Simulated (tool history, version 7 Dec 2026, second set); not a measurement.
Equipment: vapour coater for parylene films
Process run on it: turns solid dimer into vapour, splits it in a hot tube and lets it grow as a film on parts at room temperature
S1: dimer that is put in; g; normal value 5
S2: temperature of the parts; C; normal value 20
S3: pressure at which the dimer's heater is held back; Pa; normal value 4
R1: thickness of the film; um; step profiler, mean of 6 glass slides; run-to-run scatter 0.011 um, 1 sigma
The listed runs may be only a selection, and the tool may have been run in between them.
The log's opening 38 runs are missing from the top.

run	hour	S1	S2	S3	R1
39	479.8	8	14	4.52	7.09
40	488	4	12	4.52	3.81
41	502.5	3	29	4.9	1.56
42	520.7	9	20	6.63	6.33
43	531.6	3	14	11.28	2.5
44	543	6	14	8.29	5.14
45	552.3	2	31	3.48	1
46	567.3	9	22	4	6.11
47	579	5	22	4.25	3.36

3 options for the next run, each taken on its own from the tool as it stands now. Forecast them:
A	587.7	5	22	2.15	?
B	587.7	5	20	11.46	?
C	587.7	7	16	3	?

run	R1
A	3.52
B	3.41
C	5.92
What these runs would have given with no unlogged condition in the tool:
run	R1
A	3.63
B	3.52
C	6.11
